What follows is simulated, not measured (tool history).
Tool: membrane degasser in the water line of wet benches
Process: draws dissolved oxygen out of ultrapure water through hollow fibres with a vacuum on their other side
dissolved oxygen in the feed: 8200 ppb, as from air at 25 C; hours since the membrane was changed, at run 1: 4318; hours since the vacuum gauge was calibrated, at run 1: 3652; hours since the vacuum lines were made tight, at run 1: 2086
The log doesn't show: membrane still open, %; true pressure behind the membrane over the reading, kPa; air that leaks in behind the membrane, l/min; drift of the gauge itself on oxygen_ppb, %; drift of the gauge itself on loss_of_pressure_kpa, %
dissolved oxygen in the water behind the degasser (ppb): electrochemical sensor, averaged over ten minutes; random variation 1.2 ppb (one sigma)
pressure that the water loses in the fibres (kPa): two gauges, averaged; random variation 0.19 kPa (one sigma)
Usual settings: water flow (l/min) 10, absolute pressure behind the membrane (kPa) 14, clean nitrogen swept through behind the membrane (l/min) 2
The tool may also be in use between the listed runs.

run,hour,water flow (l/min),absolute pressure behind the membrane (kPa),clean nitrogen swept through behind the membrane (l/min),hours since the membrane was changed,hours since the vacuum gauge was calibrated,hours since the vacuum lines were made tight,dissolved oxygen in the water behind the degasser (ppb),pressure that the water loses in the fibres (kPa)
1,0,10,14,2,4318,3652,2086,170.8,61.97
2,231.4,10,14,2,4549,3884,2317,173.4,61.79
3,401.9,10,14,2,4720,4054,2488,175.8,61.85
4,622,10,14,2,4940,4274,2708,175.1,61.9
5,836.6,10,14,2,5154,4489,2923,174.2,62.06
6,942.6,10,14,2,5260,4595,3029,175.4,62.08
7,1114,10,14,5.13,5432,4766,3200,93.3,62.2
8,1310.2,10,21.7,2,5628,4962,3396,270.5,62.47
9,1504.8,8,14,2,5822,5157,3591,133.3,49.7
10,1648.4,8,14,2,5966,5301,3734,131.2,49.74
11,1800.3,10,29.5,2,6118,5452,3886,368.3,62.23
12,1990.8,10,29.5,2,6309,5643,4077,366.1,62.56
13,2147,10,29.5,2,6465,5799,4233,368.4,62.55
14,2247.3,10,14,2,6565,5900,4333,181.7,62.69
15,2451.1,10,14,2,6769,6103,4537,183.3,62.74
16,2613.1,10,14,2.63,6931,6265,4699,148.9,62.65
# hour 2676.3: vacuum gauge calibrated
17,2828.2,10,31.8,2.63,7145,152,4914,311.7,62.75
18,2938.5,10,31.8,2.63,7256,262,5024,311.7,62.66
19,3119.5,15,21.4,0.84,7437,443,5205,807.9,94.15
20,3225.6,10,14,1.7,7543,549,5311,197.9,62.98
21,3339.4,10,10.1,2,7657,663,5425,128.6,62.83
22,3558.9,12,24,1.26,7876,883,5644,522.3,75.96
23,3695.8,12,24,1.26,8013,1019,5781,527.1,75.43
24,3877.4,12,24,3.39,8195,1201,5963,256.9,75.12
25,3997.7,9,9.6,1.2,8315,1321,6083,151.6,56.85
26,4130.3,13,8.4,0.86,8448,1454,6216,269.2,82.13
27,4362.2,8,8.8,0.95,8679,1686,6448,140.8,50.91
28,4550.2,8,8.8,0.95,8867,1874,6636,142.2,50.36
29,4651.9,10,14,2.27,8969,1976,6737,165.4,63.15
30,4792.8,12,18.3,2.69,9110,2116,6878,241.8,76.16

Forecast run 31:
31,4937.7,11,34.2,4.25,9255,2261,7023,?,?

dissolved oxygen in the water behind the degasser (ppb): 267.6
pressure that the water loses in the fibres (kPa): 70.02
Without the tool's hidden state the same run would have given dissolved oxygen in the water behind the degasser (ppb) 239.8, pressure that the water loses in the fibres (kPa) 66.52.

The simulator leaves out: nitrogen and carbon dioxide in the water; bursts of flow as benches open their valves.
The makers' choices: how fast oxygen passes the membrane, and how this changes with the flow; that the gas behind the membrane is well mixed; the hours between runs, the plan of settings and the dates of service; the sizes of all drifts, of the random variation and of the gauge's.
